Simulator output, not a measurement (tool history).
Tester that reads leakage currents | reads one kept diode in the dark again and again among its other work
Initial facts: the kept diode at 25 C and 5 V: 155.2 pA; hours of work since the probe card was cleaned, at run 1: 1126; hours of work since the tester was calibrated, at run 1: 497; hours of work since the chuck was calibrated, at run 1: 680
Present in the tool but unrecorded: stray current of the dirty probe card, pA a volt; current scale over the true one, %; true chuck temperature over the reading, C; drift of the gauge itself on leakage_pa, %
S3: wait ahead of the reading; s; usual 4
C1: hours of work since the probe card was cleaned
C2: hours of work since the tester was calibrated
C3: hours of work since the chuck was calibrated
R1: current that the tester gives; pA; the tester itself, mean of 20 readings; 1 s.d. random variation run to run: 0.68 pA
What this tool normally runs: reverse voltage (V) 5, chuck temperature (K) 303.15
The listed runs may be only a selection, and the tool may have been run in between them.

run 1 hour=0 | reverse_voltage_(V)=5 chuck_temperature_(K)=303.15 S3=4 | C1=1126 C2=497 C3=680 | R1=258.28
run 2 hour=32.9 | reverse_voltage_(V)=5 chuck_temperature_(K)=303.15 S3=6.85 | C1=1151 C2=522 C3=704 | R1=260.44
run 3 hour=63.9 | reverse_voltage_(V)=5 chuck_temperature_(K)=303.15 S3=6.85 | C1=1174 C2=545 C3=727 | R1=261.58
run 4 hour=109.9 | reverse_voltage_(V)=5 chuck_temperature_(K)=303.15 S3=6.85 | C1=1208 C2=579 C3=761 | R1=263.97
run 5 hour=154.1 | reverse_voltage_(V)=5 chuck_temperature_(K)=303.15 S3=6.85 | C1=1240 C2=611 C3=794 | R1=264.72
run 6 hour=201.8 | reverse_voltage_(V)=3.69 chuck_temperature_(K)=303.15 S3=4 | C1=1276 C2=647 C3=829 | R1=223.18
run 7 hour=236 | reverse_voltage_(V)=7.06 chuck_temperature_(K)=303.15 S3=0.34 | C1=1301 C2=672 C3=854 | R1=331.84
run 8 hour=276.2 | reverse_voltage_(V)=7.06 chuck_temperature_(K)=303.15 S3=0.34 | C1=1331 C2=702 C3=884 | R1=334.94
run 9 hour=302.7 | reverse_voltage_(V)=10.71 chuck_temperature_(K)=324.15 S3=4 | C1=1350 C2=721 C3=904 | R1=1674.26
run 10 hour=330.7 | reverse_voltage_(V)=1.3 chuck_temperature_(K)=314.15 S3=0.5 | C1=1371 C2=742 C3=925 | R1=263.91
run 11 hour=369.5 | reverse_voltage_(V)=5 chuck_temperature_(K)=303.15 S3=4.81 | C1=1400 C2=771 C3=953 | R1=273.05

Subtracting, for every run, the result it would have given without the tool's unlogged condition from the measured result gives the following. The same run-to-run variation enters both numbers; the gauge's scatter may not:
run=1 R1=+34.43
run=2 R1=+35.62
run=3 R1=+36.66
run=4 R1=+38.31
run=5 R1=+39.68
run=6 R1=+33.63
run=7 R1=+53.81
run=8 R1=+55.77
run=9 R1=+213.18
run=10 R1=+35.18
run=11 R1=+46.98

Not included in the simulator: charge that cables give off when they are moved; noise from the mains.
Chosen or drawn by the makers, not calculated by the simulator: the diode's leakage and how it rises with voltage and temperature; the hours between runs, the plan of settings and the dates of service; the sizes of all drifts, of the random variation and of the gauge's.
